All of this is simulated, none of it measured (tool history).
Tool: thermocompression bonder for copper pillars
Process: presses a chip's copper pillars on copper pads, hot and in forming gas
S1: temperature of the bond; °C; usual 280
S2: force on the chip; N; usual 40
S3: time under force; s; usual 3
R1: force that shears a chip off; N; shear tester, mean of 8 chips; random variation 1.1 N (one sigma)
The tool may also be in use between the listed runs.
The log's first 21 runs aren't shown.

run,hour,S1,S2,S3,R1
# hour 273.3: heater calibrated with a thermocouple chip
22,290.1,280,25,3,66.1
23,304.7,285,29,2,69.4
24,322.8,285,29,2,67.3
25,335.1,293,44,3,104.7
26,344.6,280,38,4,96.3
27,353.6,280,37,4,94.4
28,368.3,280,37,4,93.3
# hour 371.3: forming gas filter changed
29,378.3,280,37,4,101.8
# hour 395.8: heater calibrated with a thermocouple chip, once more
30,400.5,298,54,2,118.5
31,416.4,260,38,2,76.3
32,429.8,298,31,3,94.8
33,443.7,289,48,6,126.0
34,463.4,273,38,2,83.0
35,474.1,257,40,3,83.9
36,489.6,257,40,3,82.8
37,500.0,257,40,3,82.9
38,510.2,257,40,3,79.8
39,523.9,275,44,5,109.0

4 ways to go on from here, each from the tool as it stands after run 39. What would each give?
A,534.4,259,34,2,?
B,534.4,280,36,3,?
C,534.4,291,44,2,?
D,534.4,274,44,8,?

run,R1
A,63.9
B,89.3
C,97.6
D,116.8
Without the tool's hidden state the same runs would have given:
run,R1
A,65.4
B,92.3
C,101.2
D,122.3
